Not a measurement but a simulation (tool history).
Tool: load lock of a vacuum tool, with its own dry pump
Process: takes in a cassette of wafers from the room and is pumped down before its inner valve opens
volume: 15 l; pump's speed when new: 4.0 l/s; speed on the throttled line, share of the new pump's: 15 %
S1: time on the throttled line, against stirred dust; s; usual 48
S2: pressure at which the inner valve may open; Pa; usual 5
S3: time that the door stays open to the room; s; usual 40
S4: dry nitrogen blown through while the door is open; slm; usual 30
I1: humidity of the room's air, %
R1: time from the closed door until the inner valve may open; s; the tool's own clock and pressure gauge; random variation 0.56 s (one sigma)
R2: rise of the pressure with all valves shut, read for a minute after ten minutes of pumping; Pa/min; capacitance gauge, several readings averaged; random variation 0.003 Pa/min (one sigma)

run 1 day=0 | S1=48 S2=5 S3=40 S4=30 | I1=43.5 | R1=80.1 R2=0.062
run 2 day=2.938 | S1=34 S2=5 S3=40 S4=30 | I1=47.8 | R1=69 R2=0.062
run 3 day=6.433 | S1=48 S2=5 S3=72 S4=30 | I1=44.7 | R1=79 R2=0.071
run 4 day=9.046 | S1=48 S2=5 S3=40 S4=30 | I1=47.2 | R1=80.7 R2=0.067
run 5 day=10.875 | S1=48 S2=5 S3=40 S4=30 | I1=44.9 | R1=79.7 R2=0.062
run 6 day=15.046 | S1=48 S2=5 S3=40 S4=30 | I1=49.1 | R1=78.9 R2=0.072
run 7 day=18.521 | S1=48 S2=5 S3=40 S4=30 | I1=46.2 | R1=81.1 R2=0.068
run 8 day=20.704 | S1=48 S2=5 S3=40 S4=30 | I1=45.9 | R1=79.9 R2=0.066
run 9 day=22.658 | S1=48 S2=5 S3=40 S4=30 | I1=42.8 | R1=80.7 R2=0.069
run 10 day=25.275 | S1=48 S2=5 S3=40 S4=30 | I1=43.5 | R1=81 R2=0.072
run 11 day=27.675 | S1=48 S2=5 S3=40 S4=30 | I1=40.8 | R1=79.5 R2=0.069
run 12 day=31.65 | S1=74 S2=6 S3=31 S4=9 | I1=46 | R1=101.3 R2=0.081
run 13 day=34.804 | S1=41 S2=9 S3=69 S4=12 | I1=44.2 | R1=71.7 R2=0.089
run 14 day=37.183 | S1=61 S2=4 S3=213 S4=25 | I1=46 | R1=92.7 R2=0.097
run 15 day=39.238 | S1=25 S2=5 S3=40 S4=30 | I1=47.6 | R1=61.5 R2=0.08
run 16 day=41.708 | S1=48 S2=5 S3=146 S4=7 | I1=45.5 | R1=80.7 R2=0.113
run 17 day=45.008 | S1=48 S2=5 S3=36 S4=30 | I1=42.7 | R1=80.6 R2=0.08
run 18 day=48.475 | S1=52 S2=5 S3=40 S4=30 | I1=46.8 | R1=84.7 R2=0.085
run 19 day=50.283 | S1=52 S2=5 S3=40 S4=30 | I1=42.7 | R1=84.5 R2=0.085
run 20 day=53.688 | S1=91 S2=5 S3=40 S4=30 | I1=42.8 | R1=117.7 R2=0.085
run 21 day=56.133 | S1=91 S2=5 S3=40 S4=30 | I1=43.5 | R1=117.1 R2=0.09
run 22 day=57.854 | S1=48 S2=7 S3=101 S4=30 | I1=44 | R1=78.4 R2=0.097

Forecast each of these 4 alternatives for the next run:
run A day=61.275 | S1=28 S2=7 S3=130 S4=23 | I1=43.7 | R1=? R2=?
run B day=61.275 | S1=48 S2=4 S3=47 S4=30 | I1=47.8 | R1=? R2=?
run C day=61.275 | S1=28 S2=6 S3=30 S4=30 | I1=48.8 | R1=? R2=?
run D day=61.275 | S1=48 S2=7 S3=101 S4=30 | I1=44.4 | R1=? R2=?

run=A R1=62.3 R2=0.107
run=B R1=82.2 R2=0.098
run=C R1=63.1 R2=0.094
run=D R1=78.3 R2=0.093
Without the tool's hidden state the same runs would have given:
run=A R1=60.1 R2=0.04
run=B R1=80.1 R2=0.03
run=C R1=61 R2=0.027
run=D R1=76.4 R2=0.027
